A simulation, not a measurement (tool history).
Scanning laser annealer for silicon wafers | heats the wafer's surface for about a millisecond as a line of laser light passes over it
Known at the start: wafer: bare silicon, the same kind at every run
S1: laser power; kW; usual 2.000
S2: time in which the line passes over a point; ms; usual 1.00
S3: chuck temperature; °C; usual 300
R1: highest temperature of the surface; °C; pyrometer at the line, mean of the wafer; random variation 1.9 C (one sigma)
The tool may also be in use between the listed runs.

run,hour,S1,S2,S3,R1
1,0.0,2.000,1.00,300,1047
2,28.6,2.000,1.00,300,1047
3,51.0,2.000,1.00,312,1054
4,83.0,2.000,1.00,300,1041
# hour 106.6: window over the wafer cleaned
5,116.6,2.000,1.00,300,1090
# hour 121.6: laser's power meter calibrated
6,145.9,1.900,1.00,300,1045
7,169.0,2.000,1.00,267,1058
8,186.1,2.000,0.86,326,1055
9,207.7,2.000,0.73,300,969
10,223.3,2.000,0.73,300,969

4 ways to go on from here, each from the tool as it stands after run 10. What would each give?
A,244.8,2.031,0.97,306,?
B,244.8,2.053,0.91,300,?
C,244.8,2.125,0.97,300,?
D,244.8,1.795,0.85,291,?

run,R1
A,1088
B,1068
C,1122
D,927
Without the tool's hidden state the same runs would have given:
run,R1
A,1105
B,1084
C,1139
D,941
